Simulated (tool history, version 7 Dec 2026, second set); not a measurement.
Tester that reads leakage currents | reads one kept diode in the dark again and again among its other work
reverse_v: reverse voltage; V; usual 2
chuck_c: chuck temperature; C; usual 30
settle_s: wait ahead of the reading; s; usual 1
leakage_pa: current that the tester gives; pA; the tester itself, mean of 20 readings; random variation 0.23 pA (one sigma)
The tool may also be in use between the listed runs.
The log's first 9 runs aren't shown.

run	hour	reverse_v	chuck_c	settle_s	hours of work since the probe card was cleaned	hours of work since the tester was calibrated	hours of work since the chuck was calibrated	leakage_pa
10	1042.5	2	35	1	992	1265	85	105.49
11	1155	2	30	1	1080	1353	172	73.88
12	1305.8	2	30	1	1197	1470	289	73.91
13	1463.3	2	30	1	1319	1592	411	73.68
14	1551.9	2	30	1	1388	1661	480	74
15	1684.2	2	30	2.56	1490	1764	583	73.7
16	1829.7	2	30	2.56	1603	1876	696	73.33
17	1953.7	2	30	1	1700	1973	792	73.81
18	2031.6	10.42	26	1	1760	2033	852	154.84
19	2140.1	14.09	41	8.86	1844	2117	937	510.63
20	2229.2	14.09	41	8.86	1914	2187	1006	511.63
21	2379.8	14.09	41	8.86	2030	2304	1123	514.22
22	2496	1.54	27	9.89	2121	2394	1213	50.04
23	2647.5	4.74	46	0.62	2238	2511	1331	368.81
24	2787.1	4.74	46	0.62	2347	2620	1439	368.55
25	2931.3	9.31	46	8.9	2459	2732	1551	550.37
26	3046.8	2	21	1.21	2548	2821	1641	38.52
27	3143.7	11.87	21	8.02	2624	2897	1716	119.5
28	3284.7	1.87	30	1.83	2733	3006	1825	69.98
29	3399.4	1.42	25	1.75	2822	3095	1914	41.25
# hour 3519.3: tester calibrated
30	3519.3	1.42	25	1.75	2914	0	2006	42.42
31	3670.8	1.42	25	1.75	3031	118	2124	42.45
# hour 3751.5: chuck's temperature calibrated
32	3751.5	10.64	30	1	3092	179	0	218.61
33	3898.4	10.64	30	1	3206	293	114	218.08

Forecast each of these 4 alternatives for the next run:
A	3980.8	2	30	4.17	3270	357	178	?
B	3980.8	3.25	22	0.66	3270	357	178	?
C	3980.8	2	30	1.06	3270	357	178	?
D	3980.8	2.13	23	2.72	3270	357	178	?

run	leakage_pa
A	75.74
B	60.37
C	76.7
D	48.5
Without the tool's hidden state the same runs would have given:
run	leakage_pa
A	72.98
B	54.76
C	73.93
D	44.99
